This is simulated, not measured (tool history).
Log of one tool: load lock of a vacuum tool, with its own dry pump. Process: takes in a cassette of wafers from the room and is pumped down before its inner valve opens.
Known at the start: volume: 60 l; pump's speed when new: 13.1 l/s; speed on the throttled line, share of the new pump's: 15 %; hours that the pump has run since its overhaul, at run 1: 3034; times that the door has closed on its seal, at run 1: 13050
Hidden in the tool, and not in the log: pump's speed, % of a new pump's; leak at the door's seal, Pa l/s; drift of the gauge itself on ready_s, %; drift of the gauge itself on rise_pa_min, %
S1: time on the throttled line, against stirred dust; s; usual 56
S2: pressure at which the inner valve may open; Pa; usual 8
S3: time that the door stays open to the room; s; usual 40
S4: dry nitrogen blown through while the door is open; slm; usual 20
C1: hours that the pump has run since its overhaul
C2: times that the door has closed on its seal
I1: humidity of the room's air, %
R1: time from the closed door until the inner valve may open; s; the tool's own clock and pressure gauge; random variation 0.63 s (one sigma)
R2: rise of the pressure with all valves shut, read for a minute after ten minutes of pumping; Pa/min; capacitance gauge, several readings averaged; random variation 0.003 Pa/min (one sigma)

Run 1, hour 0: usual settings; C1 3034; C2 13050; I1 48.1. Result: R1 94.4 s, R2 0.146 Pa/min.
Run 2, hour 51: usual settings but S4 27 slm; C1 3085; C2 13260; I1 48.8. Result: R1 93.2 s, R2 0.151 Pa/min.
Run 3, hour 94.2: usual settings but S4 27 slm; C1 3129; C2 13438; I1 47.3. Result: R1 92.9 s, R2 0.153 Pa/min.
Run 4, hour 172.6: usual settings but S1 89 s, S4 27 slm; C1 3207; C2 13761; I1 43.4. Result: R1 120.9 s, R2 0.142 Pa/min.
Run 5, hour 220.4: usual settings; C1 3255; C2 13958; I1 42.8. Result: R1 93.5 s, R2 0.15 Pa/min.
Run 6, hour 282.2: usual settings; C1 3317; C2 14213; I1 43.8. Result: R1 93.7 s, R2 0.16 Pa/min.
Run 7, hour 362.6: usual settings; C1 3397; C2 14545; I1 43.7. Result: R1 93.7 s, R2 0.159 Pa/min.
Run 8, hour 418.4: usual settings but S1 49 s; C1 3453; C2 14775; I1 44.4. Result: R1 88.8 s, R2 0.163 Pa/min.
Run 9, hour 460.8: usual settings but S1 49 s, S4 37 slm; C1 3495; C2 14950; I1 41.4. Result: R1 88.7 s, R2 0.155 Pa/min.
Run 10, hour 556.4: usual settings but S1 47 s; C1 3591; C2 15344; I1 47.5. Result: R1 86.6 s, R2 0.171 Pa/min.
Run 11, hour 600.6: usual settings; C1 3635; C2 15527; I1 45.3. Result: R1 93.6 s, R2 0.172 Pa/min.
Run 12, hour 645: usual settings but S3 36 s; C1 3679; C2 15710; I1 44.6. Result: R1 93.5 s, R2 0.173 Pa/min.
Run 13, hour 725.9: usual settings but S3 36 s; C1 3760; C2 16043; I1 45.7. Result: R1 94.2 s, R2 0.178 Pa/min.
Run 14, hour 821: usual settings but S3 36 s; C1 3855; C2 16435; I1 43.4. Result: R1 94.8 s, R2 0.179 Pa/min.
Run 15, hour 905: usual settings but S3 36 s; C1 3939; C2 16782; I1 46.5. Result: R1 94.2 s, R2 0.19 Pa/min.
Run 16, hour 952.2: usual settings but S3 47 s; C1 3987; C2 16976; I1 43.1. Result: R1 94 s, R2 0.198 Pa/min.
Run 17, hour 1013.1: usual settings but S3 47 s; C1 4048; C2 17228; I1 43. Result: R1 94.5 s, R2 0.194 Pa/min.
Run 18, hour 1078.5: usual settings but S1 46 s; C1 4113; C2 17497; I1 47.3. Result: R1 85.5 s, R2 0.202 Pa/min.
Run 19, hour 1141.1: usual settings but S1 46 s; C1 4176; C2 17756; I1 44.8. Result: R1 86.1 s, R2 0.196 Pa/min.
Run 20, hour 1231.3: usual settings but S1 44 s, S2 9 Pa, S3 76 s, S4 16 slm; C1 4266; C2 18127; I1 45. Result: R1 83.3 s, R2 0.222 Pa/min.
Run 21, hour 1316: usual settings but S1 94 s, S2 9 Pa, S3 76 s, S4 15 slm; C1 4350; C2 18477; I1 44.5. Result: R1 125.2 s, R2 0.228 Pa/min.
Run 22, hour 1366.7: usual settings but S1 93 s, S3 55 s, S4 11 slm; C1 4401; C2 18686; I1 45.9. Result: R1 125.1 s, R2 0.231 Pa/min.
Run 23, hour 1450.9: usual settings but S1 59 s, S2 12 Pa, S3 30 s, S4 6 slm; C1 4485; C2 19033; I1 45.7. Result: R1 95.8 s, R2 0.23 Pa/min.
Run 24, hour 1540: usual settings but S1 32 s, S2 16 Pa, S3 33 s, S4 43 slm; C1 4574; C2 19401; I1 46. Result: R1 70.9 s, R2 0.21 Pa/min.
Run 25, hour 1627.8: usual settings but S1 32 s, S2 16 Pa, S3 33 s, S4 25 slm; C1 4662; C2 19763; I1 41.5. Result: R1 71.2 s, R2 0.213 Pa/min.
Run 26, hour 1677: usual settings but S1 41 s, S2 16 Pa, S3 64 s, S4 25 slm; C1 4711; C2 19965; I1 41.8. Result: R1 78.9 s, R2 0.227 Pa/min.
Run 27, hour 1719.8: usual settings but S1 41 s, S2 16 Pa, S3 64 s, S4 25 slm; C1 4754; C2 20142; I1 46.2. Result: R1 78.9 s, R2 0.241 Pa/min.
Run 28, hour 1798.5: usual settings but S1 34 s, S2 15 Pa; C1 4833; C2 20467; I1 41.6. Result: R1 72.6 s, R2 0.236 Pa/min.
Run 29, hour 1875.2: usual settings but S1 34 s, S2 15 Pa; C1 4910; C2 20783; I1 45.3. Result: R1 73.4 s, R2 0.252 Pa/min.
Run 30, hour 1934.6: usual settings but S1 53 s, S2 10 Pa; C1 4969; C2 21028; I1 44.2. Result: R1 91.4 s, R2 0.249 Pa/min.
Run 31, hour 2008.9: usual settings but S1 53 s, S2 10 Pa; C1 5043; C2 21334; I1 45.1. Result: R1 91.1 s, R2 0.247 Pa/min.
Run 32, hour 2056.3: usual settings but S1 37 s, S2 10 Pa, S3 215 s; C1 5091; C2 21530; I1 43.5. Result: R1 77.7 s, R2 0.29 Pa/min.
Run 33, hour 2141.7: usual settings but S1 106 s, S2 13 Pa, S3 227 s; C1 5176; C2 21882; I1 47.8. Result: R1 135.8 s, R2 0.304 Pa/min.
Run 34, hour 2217.6: usual settings but S1 106 s, S2 13 Pa, S3 227 s; C1 5252; C2 22195; I1 47.7. Result: R1 133.8 s, R2 0.31 Pa/min.
Run 35, hour 2280.5: usual settings but S1 95 s, S2 6 Pa, S3 39 s, S4 25 slm; C1 5315; C2 22454; I1 44.2. Result: R1 130.1 s, R2 0.272 Pa/min.
Run 36, hour 2364.5: usual settings but S1 95 s, S2 6 Pa, S3 39 s, S4 25 slm; C1 5399; C2 22801; I1 45. Result: R1 129 s, R2 0.279 Pa/min.
Run 37, hour 2452.3: usual settings but S1 95 s, S2 6 Pa, S3 39 s, S4 25 slm; C1 5487; C2 23163; I1 45.8. Result: R1 129.8 s, R2 0.278 Pa/min.
Run 38, hour 2525.1: usual settings but S1 33 s, S3 37 s; C1 5560; C2 23463; I1 44.7. Result: R1 75.5 s, R2 0.278 Pa/min.

Some steps in R1 between neighbouring runs. How much of each would the tool show without its hidden state too (settings, what came in, random variation), and how much is left for the hidden state, with any gauge scatter that isn't in both results?
Run 20 -> 21: S1 44 -> 94, S4 16 -> 15. R1 +41.9 s: hidden state -0.5, all else +42.4.
Run 32 -> 33: S1 37 -> 106, S2 10 -> 13, S3 215 -> 227. R1 +58.1 s: hidden state -1.1, all else +59.2.
Run 34 -> 35: S1 106 -> 95, S2 13 -> 6, S3 227 -> 39, S4 20 -> 25. R1 -3.7 s: hidden state +0.7, all else -4.4.
Run 37 -> 38: S1 95 -> 33, S2 6 -> 8, S3 39 -> 37, S4 25 -> 20. R1 -54.3 s: hidden state +0.8, all else -55.1.

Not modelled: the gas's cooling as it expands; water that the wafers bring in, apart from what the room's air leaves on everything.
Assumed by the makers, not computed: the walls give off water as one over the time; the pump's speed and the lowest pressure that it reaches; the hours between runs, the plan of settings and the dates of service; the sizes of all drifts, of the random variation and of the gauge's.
